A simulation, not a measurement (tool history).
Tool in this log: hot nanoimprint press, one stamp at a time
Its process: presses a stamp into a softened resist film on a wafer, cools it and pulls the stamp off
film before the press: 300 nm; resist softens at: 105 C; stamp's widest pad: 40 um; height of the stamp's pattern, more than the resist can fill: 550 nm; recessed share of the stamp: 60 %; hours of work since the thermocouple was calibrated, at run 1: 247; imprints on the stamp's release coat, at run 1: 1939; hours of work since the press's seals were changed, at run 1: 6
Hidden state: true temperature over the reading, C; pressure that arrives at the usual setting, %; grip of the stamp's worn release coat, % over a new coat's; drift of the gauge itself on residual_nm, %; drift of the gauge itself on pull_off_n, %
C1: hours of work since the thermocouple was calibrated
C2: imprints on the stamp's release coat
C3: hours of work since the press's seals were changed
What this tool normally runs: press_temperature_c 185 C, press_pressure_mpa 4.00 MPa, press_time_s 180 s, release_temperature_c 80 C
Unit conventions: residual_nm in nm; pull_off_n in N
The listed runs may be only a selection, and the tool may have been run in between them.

run 1 hour=0.0 | press_temperature_c=185 press_pressure_mpa=4.00 press_time_s=180 release_temperature_c=80 | C1=247 C2=1939 C3=6 | residual_nm=136.6 pull_off_n=184
run 2 hour=33.1 | press_temperature_c=185 press_pressure_mpa=3.62 press_time_s=180 release_temperature_c=80 | C1=271 C2=2127 C3=30 | residual_nm=143.8 pull_off_n=194
-- hour=46.8 stamp cleaned and given a new release coat
run 3 hour=61.7 | press_temperature_c=185 press_pressure_mpa=4.00 press_time_s=180 release_temperature_c=80 | C1=287 C2=84 C3=47 | residual_nm=137.3 pull_off_n=108
run 4 hour=95.9 | press_temperature_c=185 press_pressure_mpa=3.36 press_time_s=180 release_temperature_c=80 | C1=312 C2=279 C3=71 | residual_nm=148.1 pull_off_n=113
run 5 hour=112.4 | press_temperature_c=185 press_pressure_mpa=4.00 press_time_s=180 release_temperature_c=80 | C1=324 C2=373 C3=83 | residual_nm=136.9 pull_off_n=120
-- hour=118.1 plate thermocouple calibrated
run 6 hour=134.8 | press_temperature_c=181 press_pressure_mpa=4.00 press_time_s=180 release_temperature_c=80 | C1=12 C2=483 C3=97 | residual_nm=146.4 pull_off_n=117
run 7 hour=156.1 | press_temperature_c=181 press_pressure_mpa=5.81 press_time_s=180 release_temperature_c=80 | C1=27 C2=604 C3=113 | residual_nm=122.6 pull_off_n=126
run 8 hour=177.2 | press_temperature_c=185 press_pressure_mpa=3.10 press_time_s=180 release_temperature_c=80 | C1=43 C2=723 C3=128 | residual_nm=149.4 pull_off_n=127
run 9 hour=196.2 | press_temperature_c=185 press_pressure_mpa=4.00 press_time_s=180 release_temperature_c=80 | C1=57 C2=831 C3=142 | residual_nm=132.0 pull_off_n=133
run 10 hour=218.4 | press_temperature_c=192 press_pressure_mpa=4.03 press_time_s=289 release_temperature_c=80 | C1=73 C2=957 C3=158 | residual_nm=92.5 pull_off_n=133
run 11 hour=244.6 | press_temperature_c=185 press_pressure_mpa=2.65 press_time_s=180 release_temperature_c=79 | C1=92 C2=1106 C3=177 | residual_nm=159.8 pull_off_n=150
run 12 hour=258.8 | press_temperature_c=185 press_pressure_mpa=3.23 press_time_s=180 release_temperature_c=80 | C1=102 C2=1187 C3=187 | residual_nm=146.1 pull_off_n=144
-- hour=277.0 plate thermocouple calibrated, once more
run 13 hour=278.2 | press_temperature_c=190 press_pressure_mpa=4.00 press_time_s=180 release_temperature_c=80 | C1=1 C2=1280 C3=199 | residual_nm=126.1 pull_off_n=166
run 14 hour=297.9 | press_temperature_c=190 press_pressure_mpa=4.00 press_time_s=180 release_temperature_c=80 | C1=15 C2=1392 C3=213 | residual_nm=125.0 pull_off_n=168
run 15 hour=317.7 | press_temperature_c=190 press_pressure_mpa=4.00 press_time_s=180 release_temperature_c=80 | C1=29 C2=1504 C3=228 | residual_nm=125.8 pull_off_n=174
run 16 hour=342.9 | press_temperature_c=190 press_pressure_mpa=4.00 press_time_s=180 release_temperature_c=80 | C1=48 C2=1647 C3=246 | residual_nm=125.6 pull_off_n=176
run 17 hour=360.3 | press_temperature_c=187 press_pressure_mpa=6.38 press_time_s=180 release_temperature_c=80 | C1=60 C2=1746 C3=259 | residual_nm=107.4 pull_off_n=182
run 18 hour=394.1 | press_temperature_c=178 press_pressure_mpa=4.00 press_time_s=180 release_temperature_c=80 | C1=85 C2=1938 C3=283 | residual_nm=167.4 pull_off_n=189

3 options for the next run, each taken on its own from the tool as it stands now. Forecast them:
run A hour=415.3 | press_temperature_c=181 press_pressure_mpa=3.09 press_time_s=180 release_temperature_c=80 | C1=100 C2=2059 C3=298 | residual_nm=? pull_off_n=?
run B hour=415.3 | press_temperature_c=191 press_pressure_mpa=4.65 press_time_s=180 release_temperature_c=70 | C1=100 C2=2059 C3=298 | residual_nm=? pull_off_n=?
run C hour=415.3 | press_temperature_c=178 press_pressure_mpa=4.00 press_time_s=181 release_temperature_c=66 | C1=100 C2=2059 C3=298 | residual_nm=? pull_off_n=?

run=A residual_nm=173.9 pull_off_n=199
run=B residual_nm=112.7 pull_off_n=249
run=C residual_nm=167.6 pull_off_n=284
The same runs, with their run-to-run variation unchanged, on a tool lacking any hidden condition would have given:
run=A residual_nm=175.1 pull_off_n=110
run=B residual_nm=113.0 pull_off_n=138
run=C residual_nm=168.5 pull_off_n=157
